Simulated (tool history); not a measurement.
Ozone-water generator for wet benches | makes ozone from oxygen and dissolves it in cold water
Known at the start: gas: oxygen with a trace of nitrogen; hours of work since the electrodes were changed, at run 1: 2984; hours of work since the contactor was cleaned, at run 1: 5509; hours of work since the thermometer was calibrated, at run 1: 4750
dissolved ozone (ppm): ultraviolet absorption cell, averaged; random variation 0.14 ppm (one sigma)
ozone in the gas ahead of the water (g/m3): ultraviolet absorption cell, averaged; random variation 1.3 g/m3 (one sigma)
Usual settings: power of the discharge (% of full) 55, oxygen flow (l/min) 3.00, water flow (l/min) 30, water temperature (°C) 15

run    hour  power of the discharge (% of full)  oxygen flow (l/min)  water flow (l/min)  water temperature (°C)  hours of work since the electrodes were changed  hours of work since the contactor was cleaned  hours of work since the thermometer was calibrated  dissolved ozone (ppm)  ozone in the gas ahead of the water (g/m3)
  1     0.0                                  55                 3.00                  30                      15                                             2984                                           5509                                                4750                   14.7                                       228.2
       81.4  -- water thermometer calibrated
  2    81.4                                  55                 3.00                  30                      15                                             3056                                           5581                                                   0                   14.6                                       229.2
  3   163.8                                  62                 3.00                  30                      15                                             3128                                           5654                                                  73                   15.7                                       243.5
  4   229.3                                  62                 3.00                  30                      15                                             3186                                           5711                                                 130                   15.7                                       243.8
  5   270.8                                  62                 3.00                  30                      15                                             3223                                           5748                                                 167                   15.5                                       244.4
  6   314.1                                  62                 3.00                  30                      15                                             3261                                           5786                                                 205                   15.5                                       244.0
  7   380.7                                  55                 3.00                  30                      10                                             3320                                           5845                                                 264                   14.8                                       226.4
  8   429.5                                  55                 3.00                  30                      10                                             3363                                           5888                                                 307                   15.0                                       226.4
  9   482.4                                  55                 3.00                  30                      10                                             3409                                           5935                                                 354                   14.9                                       227.4
 10   540.8                                  55                 3.00                  30                      10                                             3461                                           5986                                                 405                   14.9                                       226.2
 11   582.3                                  55                 3.00                  30                      15                                             3497                                           6023                                                 442                   14.6                                       226.5
 12   623.7                                  55                 3.00                  30                      15                                             3534                                           6059                                                 478                   14.5                                       224.8
 13   685.9                                  55                 3.00                  30                      15                                             3589                                           6114                                                 533                   14.3                                       228.3
 14   768.2                                  55                 3.00                  30                      15                                             3661                                           6187                                                 606                   14.2                                       225.9
 15   828.8                                  55                 2.62                  30                      15                                             3715                                           6240                                                 659                   14.1                                       248.6
 16   868.1                                  55                 2.62                  30                      15                                             3750                                           6275                                                 694                   14.0                                       248.3
 17   931.2                                  89                 3.00                  30                      15                                             3805                                           6330                                                 749                   19.4                                       304.8
 18   968.9                                  55                 3.00                  25                      18                                             3838                                           6364                                                 783                   16.1                                       225.7
 19  1045.9                                  67                 3.00                  25                      18                                             3906                                           6432                                                 851                   18.4                                       257.4
 20  1093.3                                  55                 2.02                  33                      14                                             3948                                           6473                                                 892                   12.3                                       295.4
 21  1143.2                                  55                 2.02                  33                       9                                             3992                                           6517                                                 936                   12.7                                       295.1
 22  1198.3                                  51                 3.00                  33                      13                                             4041                                           6566                                                 985                   12.7                                       213.2
 23  1244.6                                  51                 3.00                  33                      13                                             4082                                           6607                                                1026                   12.6                                       216.4
 24  1283.5                                  64                 2.28                  32                      12                                             4116                                           6641                                                1060                   14.5                                       301.2
 25  1355.2                                  55                 3.00                  30                      10                                             4179                                           6704                                                1123                   14.6                                       223.4
 26  1400.2                                  66                 3.00                  30                      16                                             4219                                           6744                                                1163                   15.9                                       251.3
 27  1453.9                                  66                 3.03                  38                       9                                             4266                                           6791                                                1211                   13.0                                       252.5
 28  1536.0                                  55                 3.17                  30                      16                                             4339                                           6864                                                1283                   14.3                                       217.4
 29  1618.3                                  55                 3.17                  30                      16                                             4411                                           6936                                                1356                   14.3                                       216.1
 30  1680.0                                  40                 3.17                  19                      16                                             4466                                           6991                                                1410                   17.1                                       179.6
 31  1753.0                                  76                 3.83                  30                      13                                             4530                                           7055                                                1474                   18.0                                       231.3
 32  1799.6                                  76                 3.83                  30                      13                                             4571                                           7096                                                1515                   17.9                                       233.5

5 ways to go on from here, each from the tool as it stands after run 32. What would each give?
  A  1885.7                                  55                 4.98                  30                      15                                             4647                                           7172                                                1591                      ?                                           ?
  B  1885.7                                  55                 3.10                  26                      21                                             4647                                           7172                                                1591                      ?                                           ?
  C  1885.7                                  76                 1.96                  40                      13                                             4647                                           7172                                                1591                      ?                                           ?
  D  1885.7                                  76                 3.83                  25                      13                                             4647                                           7172                                                1591                      ?                                           ?
  E  1885.7                                  81                 2.85                  47                      13                                             4647                                           7172                                                1591                      ?                                           ?

run  dissolved ozone (ppm)  ozone in the gas ahead of the water (g/m3)
  A                   14.6                                       158.4
  B                   15.3                                       219.3
  C                   12.3                                       365.5
  D                   21.1                                       231.9
  E                   11.6                                       292.6
Without the tool's hidden state the same runs would have given:
run  dissolved ozone (ppm)  ozone in the gas ahead of the water (g/m3)
  A                   15.9                                       165.5
  B                   16.5                                       229.3
  C                   13.6                                       386.2
  D                   23.1                                       245.0
  E                   12.9                                       309.9
